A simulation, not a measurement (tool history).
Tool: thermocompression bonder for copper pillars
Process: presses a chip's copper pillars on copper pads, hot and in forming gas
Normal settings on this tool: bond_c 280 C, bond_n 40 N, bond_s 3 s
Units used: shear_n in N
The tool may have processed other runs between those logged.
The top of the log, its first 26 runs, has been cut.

| run | day | bond_c | bond_n | bond_s | hours of work since the heater was calibrated | hours of work since the force cell was calibrated | hours of work since the gas filter was changed | shear_n |
|---|---|---|---|---|---|---|---|---|
|  | 78.554 | heater calibrated with a thermocouple chip |
| 27 | 78.708 | 282 | 35 | 8 | 3 | 943 | 302 | 104.3 |
|  | 79.538 | forming gas filter changed |
| 28 | 80.567 | 282 | 28 | 8 | 37 | 977 | 19 | 99 |
| 29 | 82.683 | 300 | 31 | 3 | 76 | 1016 | 58 | 97 |
| 30 | 86.096 | 281 | 31 | 3 | 139 | 1079 | 121 | 78.5 |
| 31 | 89.371 | 281 | 31 | 3 | 200 | 1140 | 182 | 77.7 |
| 32 | 92.738 | 281 | 31 | 3 | 262 | 1202 | 244 | 75.7 |
| 33 | 95.908 | 281 | 31 | 3 | 320 | 1260 | 303 | 75.7 |
|  | 96.896 | forming gas filter changed |
| 34 | 97.696 | 281 | 31 | 5 | 353 | 1293 | 15 | 93 |
|  | 100.5 | force cell calibrated |
| 35 | 101.171 | 281 | 31 | 5 | 416 | 12 | 78 | 97.7 |
| 36 | 104.421 | 251 | 28 | 2 | 476 | 72 | 138 | 41.2 |
| 37 | 107.192 | 308 | 44 | 2 | 527 | 124 | 189 | 115.3 |
| 38 | 111.483 | 308 | 44 | 2 | 607 | 203 | 269 | 113.2 |

4 ways to go on from here, each from the tool as it stands after run 38. What would each give?
|  | 114.254 | forming gas filter changed |
| A | 114.896 | 308 | 44 | 3 | 669 | 266 | 12 | ? |
|  | 114.254 | forming gas filter changed |
| B | 114.896 | 251 | 44 | 6 | 669 | 266 | 12 | ? |
|  | 114.254 | forming gas filter changed |
| C | 114.896 | 285 | 60 | 2 | 669 | 266 | 12 | ? |
|  | 114.254 | forming gas filter changed |
| D | 114.896 | 308 | 50 | 2 | 669 | 266 | 12 | ? |

| run | shear_n |
|---|---|
| A | 126.6 |
| B | 94.7 |
| C | 119.5 |
| D | 125.9 |
With no hidden state in the tool, these same runs would have given:
| run | shear_n |
|---|---|
| A | 126.3 |
| B | 92.8 |
| C | 118.7 |
| D | 125.6 |

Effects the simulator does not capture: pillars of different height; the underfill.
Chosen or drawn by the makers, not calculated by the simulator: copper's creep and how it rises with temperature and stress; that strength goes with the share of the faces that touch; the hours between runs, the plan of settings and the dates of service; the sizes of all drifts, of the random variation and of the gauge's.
